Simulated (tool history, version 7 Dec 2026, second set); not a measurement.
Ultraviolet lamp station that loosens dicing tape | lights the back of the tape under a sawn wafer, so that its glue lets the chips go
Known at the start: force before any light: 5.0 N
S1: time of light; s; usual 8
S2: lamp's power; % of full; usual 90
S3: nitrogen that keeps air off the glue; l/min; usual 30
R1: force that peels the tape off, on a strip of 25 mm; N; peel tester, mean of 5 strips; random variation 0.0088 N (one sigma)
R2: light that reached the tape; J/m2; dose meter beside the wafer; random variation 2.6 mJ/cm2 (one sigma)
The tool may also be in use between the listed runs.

{"run": 1, "hour": 0.0, "S1": 8, "S2": 90, "S3": 30, "R1": 0.356, "R2": 3390}
{"run": 2, "hour": 6.6, "S1": 8, "S2": 90, "S3": 30, "R1": 0.365, "R2": 3400}
{"run": 3, "hour": 15.4, "S1": 8, "S2": 90, "S3": 30, "R1": 0.348, "R2": 3420}
{"run": 4, "hour": 20.9, "S1": 8, "S2": 90, "S3": 31, "R1": 0.348, "R2": 3410}
{"run": 5, "hour": 29.8, "S1": 8, "S2": 60, "S3": 31, "R1": 0.766, "R2": 2270}
{"run": 6, "hour": 38.0, "S1": 8, "S2": 60, "S3": 31, "R1": 0.702, "R2": 2250}
{"run": 7, "hour": 43.9, "S1": 8, "S2": 90, "S3": 30, "R1": 0.352, "R2": 3390}
{"run": 8, "hour": 52.6, "S1": 8, "S2": 90, "S3": 30, "R1": 0.356, "R2": 3390}
{"run": 9, "hour": 63.4, "S1": 8, "S2": 90, "S3": 30, "R1": 0.349, "R2": 3380}
{"run": 10, "hour": 74.1, "S1": 8, "S2": 90, "S3": 30, "R1": 0.364, "R2": 3390}
{"run": 11, "hour": 82.1, "S1": 8, "S2": 90, "S3": 30, "R1": 0.36, "R2": 3400}
{"run": 12, "hour": 92.1, "S1": 8, "S2": 90, "S3": 30, "R1": 0.376, "R2": 3380}
{"run": 13, "hour": 96.7, "S1": 8, "S2": 79, "S3": 30, "R1": 0.463, "R2": 2920}
{"run": 14, "hour": 106.5, "S1": 8, "S2": 62, "S3": 30, "R1": 0.701, "R2": 2300}
{"run": 15, "hour": 113.7, "S1": 6, "S2": 90, "S3": 30, "R1": 0.595, "R2": 2560}
{"run": 16, "hour": 124.5, "S1": 6, "S2": 90, "S3": 30, "R1": 0.616, "R2": 2540}
{"run": 17, "hour": 134.1, "S1": 6, "S2": 90, "S3": 30, "R1": 0.589, "R2": 2550}
{"run": 18, "hour": 143.8, "S1": 6, "S2": 90, "S3": 30, "R1": 0.597, "R2": 2570}
{"run": 19, "hour": 150.5, "S1": 6, "S2": 90, "S3": 30, "R1": 0.598, "R2": 2530}
{"run": 20, "hour": 154.9, "S1": 6, "S2": 90, "S3": 30, "R1": 0.601, "R2": 2550}
{"run": 21, "hour": 162.2, "S1": 8, "S2": 90, "S3": 33, "R1": 0.355, "R2": 3350}
{"run": 22, "hour": 168.0, "S1": 8, "S2": 90, "S3": 33, "R1": 0.358, "R2": 3430}
{"run": 23, "hour": 176.7, "S1": 8, "S2": 90, "S3": 33, "R1": 0.345, "R2": 3370}
{"run": 24, "hour": 183.6, "S1": 8, "S2": 90, "S3": 33, "R1": 0.34, "R2": 3380}
{"run": 25, "hour": 191.1, "S1": 12, "S2": 98, "S3": 30, "R1": 0.192, "R2": 5570}
{"run": 26, "hour": 198.8, "S1": 12, "S2": 69, "S3": 11, "R1": 0.541, "R2": 3920}
{"run": 27, "hour": 203.5, "S1": 12, "S2": 69, "S3": 11, "R1": 0.542, "R2": 3910}
{"run": 28, "hour": 214.2, "S1": 15, "S2": 62, "S3": 11, "R1": 0.444, "R2": 4350}
{"run": 29, "hour": 218.8, "S1": 12, "S2": 90, "S3": 30, "R1": 0.202, "R2": 5050}
{"run": 30, "hour": 224.1, "S1": 12, "S2": 90, "S3": 30, "R1": 0.21, "R2": 5140}
{"run": 31, "hour": 228.9, "S1": 8, "S2": 84, "S3": 31, "R1": 0.413, "R2": 3170}
{"run": 32, "hour": 235.0, "S1": 4, "S2": 87, "S3": 24, "R1": 1.372, "R2": 1620}
{"run": 33, "hour": 242.4, "S1": 8, "S2": 89, "S3": 14, "R1": 0.593, "R2": 3370}
{"run": 34, "hour": 248.0, "S1": 8, "S2": 89, "S3": 14, "R1": 0.633, "R2": 3350}
{"run": 35, "hour": 256.5, "S1": 6, "S2": 60, "S3": 51, "R1": 0.906, "R2": 1700}
{"run": 36, "hour": 264.1, "S1": 6, "S2": 60, "S3": 51, "R1": 0.896, "R2": 1720}
{"run": 37, "hour": 274.6, "S1": 7, "S2": 90, "S3": 21, "R1": 0.56, "R2": 2970}
{"run": 38, "hour": 284.2, "S1": 7, "S2": 90, "S3": 19, "R1": 0.618, "R2": 2940}
{"run": 39, "hour": 290.9, "S1": 10, "S2": 86, "S3": 60, "R1": 0.225, "R2": 4100}
{"run": 40, "hour": 298.4, "S1": 10, "S2": 70, "S3": 13, "R1": 0.64, "R2": 3230}
{"run": 41, "hour": 306.4, "S1": 5, "S2": 69, "S3": 32, "R1": 1.173, "R2": 1610}
{"run": 42, "hour": 311.3, "S1": 5, "S2": 69, "S3": 32, "R1": 1.187, "R2": 1600}
{"run": 43, "hour": 317.5, "S1": 6, "S2": 71, "S3": 25, "R1": 0.95, "R2": 2010}

Taken out of this log: 1 entry between the listed runs. Where each belongs, and how the hidden state differs across it:
Between runs 15 and 16: window cleaned of glue's vapour (hour 115.1)
  light that the window lets through, % of a clean one's: 99.9 -> 100

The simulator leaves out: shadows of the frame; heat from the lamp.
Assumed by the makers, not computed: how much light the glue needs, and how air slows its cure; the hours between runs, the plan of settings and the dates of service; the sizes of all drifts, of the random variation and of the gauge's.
